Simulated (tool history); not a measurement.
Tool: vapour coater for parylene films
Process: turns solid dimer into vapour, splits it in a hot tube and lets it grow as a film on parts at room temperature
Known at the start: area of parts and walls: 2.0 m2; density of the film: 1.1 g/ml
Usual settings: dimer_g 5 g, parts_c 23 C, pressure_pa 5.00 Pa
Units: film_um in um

run,hour,dimer_g,parts_c,pressure_pa,film_um
1,0.0,5,23,5.00,1.49
2,27.6,5,19,5.00,1.64
3,49.0,5,19,5.00,1.64
4,62.4,3,23,5.00,0.91
5,74.8,3,23,5.00,0.88
6,100.5,2,23,5.00,0.60
7,121.9,2,23,5.00,0.57
8,141.5,5,23,5.00,1.48
# hour 145.0: table's thermometer calibrated
9,162.9,5,27,5.33,1.33
10,185.6,5,27,5.33,1.34
11,199.4,6,17,2.31,2.28
12,214.8,6,30,4.09,1.50
13,242.1,5,23,10.64,1.33
14,267.9,3,24,2.37,0.94
# hour 285.8: table's thermometer calibrated, once more
15,294.8,6,23,2.75,1.87
16,316.8,5,33,5.00,1.13

5 ways to go on from here, each from the tool as it stands after run 16. What would each give?
A,331.8,6,15,5.00,?
B,331.8,2,24,3.71,?
C,331.8,5,35,3.95,?
D,331.8,4,16,8.86,?
E,331.8,3,33,11.09,?

run,film_um
A,2.19
B,0.58
C,1.05
D,1.33
E,0.60
Without the tool's hidden state the same runs would have given:
run,film_um
A,2.32
B,0.62
C,1.12
D,1.41
E,0.64
